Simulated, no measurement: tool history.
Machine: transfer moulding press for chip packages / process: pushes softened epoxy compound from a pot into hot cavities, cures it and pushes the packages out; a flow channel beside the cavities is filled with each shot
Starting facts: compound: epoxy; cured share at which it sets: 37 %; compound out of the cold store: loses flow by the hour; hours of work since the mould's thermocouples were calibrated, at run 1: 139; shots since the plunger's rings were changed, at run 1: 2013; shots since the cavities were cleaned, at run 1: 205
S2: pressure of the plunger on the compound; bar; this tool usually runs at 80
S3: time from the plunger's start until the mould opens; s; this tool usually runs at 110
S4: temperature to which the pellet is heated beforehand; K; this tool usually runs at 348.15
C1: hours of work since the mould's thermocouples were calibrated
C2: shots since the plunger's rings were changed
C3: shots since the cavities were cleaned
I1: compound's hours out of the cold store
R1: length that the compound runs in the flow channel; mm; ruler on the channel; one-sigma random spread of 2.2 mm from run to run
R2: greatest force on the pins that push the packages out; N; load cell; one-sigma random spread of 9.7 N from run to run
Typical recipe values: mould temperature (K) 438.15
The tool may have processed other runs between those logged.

run 1 hour=0 | mould_temperature_(K)=438.15 S2=80 S3=110 S4=348.15 | C1=139 C2=2013 C3=205 | I1=47.7 | R1=555 R2=554
-- hour=59.7 cavities cleaned with cleaning compound and waxed
run 2 hour=66.4 | mould_temperature_(K)=438.15 S2=80 S3=110 S4=348.15 | C1=188 C2=2877 C3=89 | I1=22.8 | R1=606 R2=493
-- hour=131.5 cavities cleaned with cleaning compound and waxed
run 3 hour=136 | mould_temperature_(K)=438.15 S2=80 S3=110 S4=348.15 | C1=239 C2=3782 C3=59 | I1=28.1 | R1=579 R2=481
-- hour=150 plunger's sealing rings changed
-- hour=205.5 cavities cleaned with cleaning compound and waxed
run 4 hour=227 | mould_temperature_(K)=444.15 S2=80 S3=110 S4=348.15 | C1=304 C2=1004 C3=286 | I1=45.2 | R1=554 R2=432
run 5 hour=271.9 | mould_temperature_(K)=444.15 S2=80 S3=110 S4=348.15 | C1=338 C2=1601 C3=883 | I1=19.8 | R1=607 R2=520
-- hour=281.5 cavities cleaned with cleaning compound and waxed
run 6 hour=325.4 | mould_temperature_(K)=444.15 S2=80 S3=118 S4=348.15 | C1=377 C2=2293 C3=584 | I1=45.8 | R1=543 R2=468
-- hour=353.2 cavities cleaned with cleaning compound and waxed
run 7 hour=397 | mould_temperature_(K)=442.15 S2=81.1 S3=141 S4=348.15 | C1=429 C2=3224 C3=581 | I1=44.6 | R1=540 R2=458
-- hour=407.1 mould's thermocouples calibrated
-- hour=424.8 cavities cleaned with cleaning compound and waxed
run 8 hour=439.6 | mould_temperature_(K)=443.15 S2=73.9 S3=110 S4=348.15 | C1=23 C2=3745 C3=197 | I1=32 | R1=533 R2=409
-- hour=454.4 plunger's sealing rings changed
run 9 hour=480.1 | mould_temperature_(K)=443.15 S2=73.9 S3=110 S4=348.15 | C1=52 C2=342 C3=703 | I1=35.3 | R1=558 R2=503
-- hour=502.6 cavities cleaned with cleaning compound and waxed
run 10 hour=540.2 | mould_temperature_(K)=438.15 S2=80 S3=124 S4=344.15 | C1=96 C2=1121 C3=501 | I1=15.4 | R1=635 R2=496
-- hour=574.3 cavities cleaned with cleaning compound and waxed
run 11 hour=622.7 | mould_temperature_(K)=432.15 S2=80 S3=145 S4=348.15 | C1=156 C2=2197 C3=642 | I1=26.1 | R1=616 R2=538
-- hour=649 cavities cleaned with cleaning compound and waxed
run 12 hour=679.2 | mould_temperature_(K)=432.15 S2=80 S3=145 S4=348.15 | C1=198 C2=2930 C3=403 | I1=36.7 | R1=580 R2=498

Branching from run 12: 4 alternative next runs. What would each branch give?
-- hour=714.4 mould's thermocouples calibrated, once more
-- hour=723.3 cavities cleaned with cleaning compound and waxed
run A hour=737.4 | mould_temperature_(K)=438.15 S2=93.5 S3=110 S4=348.15 | C1=16 C2=3656 C3=187 | I1=22.3 | R1=? R2=?
-- hour=714.4 mould's thermocouples calibrated, once more
-- hour=723.3 cavities cleaned with cleaning compound and waxed
run B hour=737.4 | mould_temperature_(K)=438.15 S2=80 S3=98 S4=348.15 | C1=16 C2=3656 C3=187 | I1=23.3 | R1=? R2=?
-- hour=714.4 mould's thermocouples calibrated, once more
-- hour=723.3 cavities cleaned with cleaning compound and waxed
run C hour=737.4 | mould_temperature_(K)=442.15 S2=93.3 S3=145 S4=353.15 | C1=16 C2=3656 C3=187 | I1=27.3 | R1=? R2=?
-- hour=714.4 mould's thermocouples calibrated, once more
-- hour=723.3 cavities cleaned with cleaning compound and waxed
run D hour=737.4 | mould_temperature_(K)=442.15 S2=80 S3=145 S4=348.15 | C1=16 C2=3656 C3=187 | I1=39.9 | R1=? R2=?

run=A R1=646 R2=545
run=B R1=598 R2=703
run=C R1=622 R2=360
run=D R1=546 R2=391
Without the tool's unlogged condition, the same runs would have read:
run=A R1=685 R2=464
run=B R1=633 R2=601
run=C R1=659 R2=303
run=D R1=579 R2=332
